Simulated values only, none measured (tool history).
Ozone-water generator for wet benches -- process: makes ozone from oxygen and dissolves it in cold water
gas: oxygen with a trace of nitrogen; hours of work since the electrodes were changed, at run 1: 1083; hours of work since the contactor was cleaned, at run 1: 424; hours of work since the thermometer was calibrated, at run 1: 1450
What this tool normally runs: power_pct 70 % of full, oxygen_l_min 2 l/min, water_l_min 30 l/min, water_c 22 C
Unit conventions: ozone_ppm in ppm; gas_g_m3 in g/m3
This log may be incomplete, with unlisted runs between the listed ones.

run    hour  power_pct  oxygen_l_min  water_l_min  water_c  hours of work since the electrodes were changed  hours of work since the contactor was cleaned  hours of work since the thermometer was calibrated  ozone_ppm  gas_g_m3
  1       0         70             2           30       22                                             1083                                            424                                                1450       10.1     240.8
  2    81.7         70             2           30       22                                             1145                                            487                                                1512        9.9     242.5
  3   192.8         70             2           30       22                                             1230                                            571                                                1597         10     238.9
  4   356.8         70             2           30       22                                             1355                                            696                                                1722         10     239.9
  5   447.8         81             2           30       22                                             1424                                            766                                                1791       11.2     270.6
  6   621.3         81             2           30       22                                             1557                                            898                                                1923       11.2     270.4
  7   757.4         81             2           30       22                                             1660                                           1002                                                2027       11.1     267.3
  8   855.2         81             2           30       22                                             1735                                           1076                                                2102       11.2     269.8
  9   997.8         81          1.66           30       22                                             1844                                           1185                                                2210       10.2     286.2
 10  1156.1         81          1.66           30       22                                             1964                                           1306                                                2331       10.3     286.9
 11  1256.6         61             2           30       22                                             2041                                           1382                                                2408        9.1     216.8
 12  1369.6         70             2           30       22                                             2127                                           1468                                                2494         10     240.2
 13    1528         41             2           30       18                                             2248                                           1589                                                2615        6.9     158.2
 14  1647.9         41             2           30       18                                             2339                                           1681                                                2706        6.8     158.8
 15  1747.9         70             2           18       28                                             2415                                           1757                                                2782         15     239.3
 16  1886.9         70          1.25           18       23                                             2521                                           1863                                                2888       13.1     277.5
 17  2000.4         70          2.31           18       24                                             2608                                           1949                                                2975       16.4     229.5
 18  2083.2         70          2.31           18       24                                             2671                                           2012                                                3038       16.3     226.6
 19  2176.8         70          2.31           18       24                                             2742                                           2084                                                3109       16.6     226.4
     2218.1  -- contactor cleaned
 20  2330.7         70          1.43           30       22                                             2857                                             86                                                3224        8.5     265.2
 21  2495.1         70          1.43           30       22                                             2982                                            211                                                3349        8.4       267
 22  2662.1         64          2.37           28       26                                             3109                                            338                                                3476       10.4     209.1
 23  2752.3         92          2.42           32       22                                             3178                                            407                                                3545       12.6     274.6
 24  2883.3         50          1.38           34       22                                             3278                                            507                                                3645        5.5     207.7

Consider 3 possible next runs. They are alternatives, not a sequence: every one starts from the tool as it was left by run 24. What does each give?
  A  3024.9         79          2.95           48       22                                             3386                                            615                                                3753          ?         ?
  B  3024.9         50          2.02           32       22                                             3386                                            615                                                3753          ?         ?
  C  3024.9         50          1.38           34       16                                             3386                                            615                                                3753          ?         ?

run  ozone_ppm  gas_g_m3
  A        8.1     226.5
  B        7.4     182.4
  C        5.7     206.3
What these runs would have given with no unlogged condition in the tool:
run  ozone_ppm  gas_g_m3
  A        8.1     231.4
  B        7.4     186.2
  C        5.7     210.7
